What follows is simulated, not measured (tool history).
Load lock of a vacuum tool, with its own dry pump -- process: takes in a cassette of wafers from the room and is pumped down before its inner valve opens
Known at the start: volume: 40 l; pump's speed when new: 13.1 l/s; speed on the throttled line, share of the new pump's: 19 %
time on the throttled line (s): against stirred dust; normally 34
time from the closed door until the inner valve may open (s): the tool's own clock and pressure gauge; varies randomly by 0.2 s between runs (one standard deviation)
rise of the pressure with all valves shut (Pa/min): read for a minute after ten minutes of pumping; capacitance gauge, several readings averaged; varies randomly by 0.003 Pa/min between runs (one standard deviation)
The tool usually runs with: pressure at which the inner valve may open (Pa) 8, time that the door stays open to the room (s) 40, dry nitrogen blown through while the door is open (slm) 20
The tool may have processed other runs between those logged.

run    hour  time on the throttled line (s)  pressure at which the inner valve may open (Pa)  time that the door stays open to the room (s)  dry nitrogen blown through while the door is open (slm)  incoming humidity of the room's air, %  time from the closed door until the inner valve may open (s)  rise of the pressure with all valves shut (Pa/min)
  1     0.0                              34                                                8                                             40                                                       20                                    42.7                                                          57.3                                               0.629
      287.2  -- door's seal changed, seat wiped
  2   291.2                              34                                                8                                             40                                                       20                                    45.5                                                          57.8                                               0.040
  3   524.6                              34                                                8                                             40                                                       20                                    44.6                                                          57.8                                               0.044
  4   885.3                              34                                                8                                             40                                                       20                                    43.3                                                          57.4                                               0.063
  5  1194.6                              34                                                8                                             40                                                       20                                    41.8                                                          57.7                                               0.067
  6  1371.8                              34                                                8                                             40                                                       20                                    47.2                                                          57.7                                               0.079
  7  1750.6                              34                                                8                                             40                                                       20                                    47.5                                                          57.9                                               0.096
  8  2129.3                              34                                                8                                             40                                                       20                                    44.5                                                          58.4                                               0.103
  9  2474.2                              34                                                8                                             40                                                       20                                    47.8                                                          58.4                                               0.128
 10  2648.7                              34                                                8                                             40                                                       20                                    43.8                                                          58.3                                               0.126
 11  2995.3                              34                                               14                                             40                                                       20                                    43.0                                                          56.7                                               0.146
 12  3173.6                              34                                               14                                             40                                                       20                                    45.8                                                          56.4                                               0.163
 13  3357.3                              34                                                8                                             40                                                       20                                    46.0                                                          58.8                                               0.173
 14  3578.9                              34                                                8                                             40                                                       20                                    44.0                                                          58.6                                               0.189
 15  3958.4                              34                                                8                                             40                                                       20                                    46.6                                                          59.4                                               0.225
 16  4277.5                              61                                               12                                             51                                                       20                                    44.0                                                          79.3                                               0.245
 17  4474.5                              61                                               12                                             51                                                        8                                    43.6                                                          78.9                                               0.279
 18  4856.9                              39                                               10                                             34                                                       17                                    49.6                                                          62.2                                               0.301
 19  5160.4                              21                                                9                                             40                                                        5                                    45.1                                                          49.2                                               0.324
 20  5419.1                              21                                               10                                             40                                                        9                                    44.7                                                          48.7                                               0.348
 21  5712.5                              68                                               12                                             45                                                       10                                    46.1                                                          85.0                                               0.387
 22  5932.2                              57                                                8                                             34                                                       20                                    44.4                                                          78.0                                               0.373
 23  6264.4                              57                                                8                                             34                                                       20                                    45.2                                                          77.8                                               0.413
 24  6448.4                              24                                               11                                             40                                                       20                                    43.3                                                          51.4                                               0.428
 25  6671.7                              55                                               11                                            121                                                       30                                    46.7                                                          75.7                                               0.481
 26  7042.5                              55                                               11                                            121                                                       30                                    43.2                                                          75.5                                               0.524
 27  7413.4                              55                                               11                                            121                                                       30                                    44.7                                                          75.5                                               0.553
 28  7745.2                              21                                                8                                            146                                                       29                                    45.7                                                          51.0                                               0.613
     7893.8  -- dry pump taken out, an overhauled one fitted
     7990.5  -- door's seal changed, seat wiped
 29  7990.9                              21                                                8                                            146                                                       29                                    43.0                                                          45.4                                               0.070

5 options for the next run, each taken on its own from the tool as it stands now. Forecast them:
  A  8265.3                              21                                               11                                            146                                                       29                                    44.6                                                             ?                                                   ?
  B  8265.3                              22                                               15                                            151                                                       29                                    47.1                                                             ?                                                   ?
  C  8265.3                              34                                                6                                             40                                                       20                                    44.6                                                             ?                                                   ?
  D  8265.3                              21                                                8                                            146                                                        5                                    45.4                                                             ?                                                   ?
  E  8265.3                              21                                                8                                            234                                                       20                                    44.9                                                             ?                                                   ?

run  time from the closed door until the inner valve may open (s)  rise of the pressure with all valves shut (Pa/min)
  A                                                          44.8                                               0.080
  B                                                          44.8                                               0.086
  C                                                          57.0                                               0.043
  D                                                          45.9                                               0.133
  E                                                          45.5                                               0.122
Stripped of hidden state, with their random variation kept, the same runs would have yielded:
run  time from the closed door until the inner valve may open (s)  rise of the pressure with all valves shut (Pa/min)
  A                                                          45.0                                               0.074
  B                                                          45.0                                               0.080
  C                                                          57.2                                               0.037
  D                                                          46.1                                               0.127
  E                                                          45.7                                               0.116

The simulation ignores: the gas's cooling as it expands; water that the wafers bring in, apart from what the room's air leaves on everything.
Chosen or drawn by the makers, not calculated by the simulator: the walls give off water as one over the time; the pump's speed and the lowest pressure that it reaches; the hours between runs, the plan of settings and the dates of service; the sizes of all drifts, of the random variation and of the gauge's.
